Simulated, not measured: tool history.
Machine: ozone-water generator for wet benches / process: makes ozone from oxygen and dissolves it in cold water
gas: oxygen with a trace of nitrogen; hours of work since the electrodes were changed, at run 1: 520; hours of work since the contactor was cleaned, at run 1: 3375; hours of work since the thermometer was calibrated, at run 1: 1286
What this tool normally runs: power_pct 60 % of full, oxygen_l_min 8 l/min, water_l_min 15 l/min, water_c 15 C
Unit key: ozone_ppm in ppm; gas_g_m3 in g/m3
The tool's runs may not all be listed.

| run | day | power_pct | oxygen_l_min | water_l_min | water_c | hours of work since the electrodes were changed | hours of work since the contactor was cleaned | hours of work since the thermometer was calibrated | ozone_ppm | gas_g_m3 |
|---|---|---|---|---|---|---|---|---|---|---|
| 1 | 0 | 60 | 8 | 15 | 15 | 520 | 3375 | 1286 | 34.3 | 203.9 |
| 2 | 1.429 | 60 | 8 | 15 | 15 | 550 | 3406 | 1317 | 34.3 | 201 |
| 3 | 2.058 | 60 | 8 | 15 | 15 | 564 | 3419 | 1330 | 33.9 | 202.2 |
| 4 | 2.704 | 60 | 4.28 | 15 | 15 | 578 | 3433 | 1344 | 38.2 | 302.7 |
| 5 | 3.525 | 60 | 8 | 15 | 15 | 595 | 3451 | 1362 | 34.1 | 202 |
| 6 | 4.388 | 60 | 8 | 15 | 15 | 614 | 3469 | 1380 | 34 | 200.7 |
| 7 | 5.25 | 60 | 8 | 15 | 22 | 632 | 3488 | 1399 | 29.6 | 200 |
| 8 | 5.871 | 60 | 8 | 15 | 16 | 645 | 3501 | 1412 | 33.5 | 201.6 |
| 9 | 7.2 | 60 | 8 | 15 | 16 | 674 | 3529 | 1440 | 33.7 | 202.1 |
| 10 | 8.283 | 60 | 8 | 15 | 15 | 697 | 3552 | 1463 | 33.9 | 200 |
| 11 | 9.154 | 60 | 8 | 15 | 15 | 716 | 3571 | 1482 | 33.8 | 199.4 |
| 12 | 10.246 | 60 | 8 | 15 | 12 | 739 | 3594 | 1505 | 36.2 | 199.9 |
| 13 | 11.146 | 60 | 4.82 | 15 | 12 | 758 | 3614 | 1525 | 39.2 | 281.8 |
| 14 | 12.275 | 60 | 5.65 | 23 | 12 | 782 | 3638 | 1549 | 28.6 | 251.8 |
| 15 | 13.379 | 60 | 5.65 | 23 | 12 | 806 | 3662 | 1573 | 28.8 | 251.7 |
| 16 | 14.096 | 60 | 5.65 | 23 | 12 | 821 | 3677 | 1588 | 28.3 | 251.5 |
| 17 | 15.358 | 59 | 8 | 12 | 15 | 848 | 3704 | 1615 | 37.5 | 196.2 |
| 18 | 16.383 | 60 | 8 | 16 | 7 | 870 | 3726 | 1637 | 37.9 | 200.2 |
| 19 | 17.662 | 60 | 8 | 16 | 7 | 898 | 3753 | 1664 | 37.7 | 199.4 |

Forecast run 20:
| 20 | 18.642 | 71 | 12.57 | 17 | 9 | 919 | 3774 | 1685 | ? | ? |

Logged for run 20: ozone_ppm 36.5 ppm, gas_g_m3 173.5 g/m3.
With no hidden state in the tool, this same run would have given ozone_ppm 39.3 ppm, gas_g_m3 178.9 g/m3.
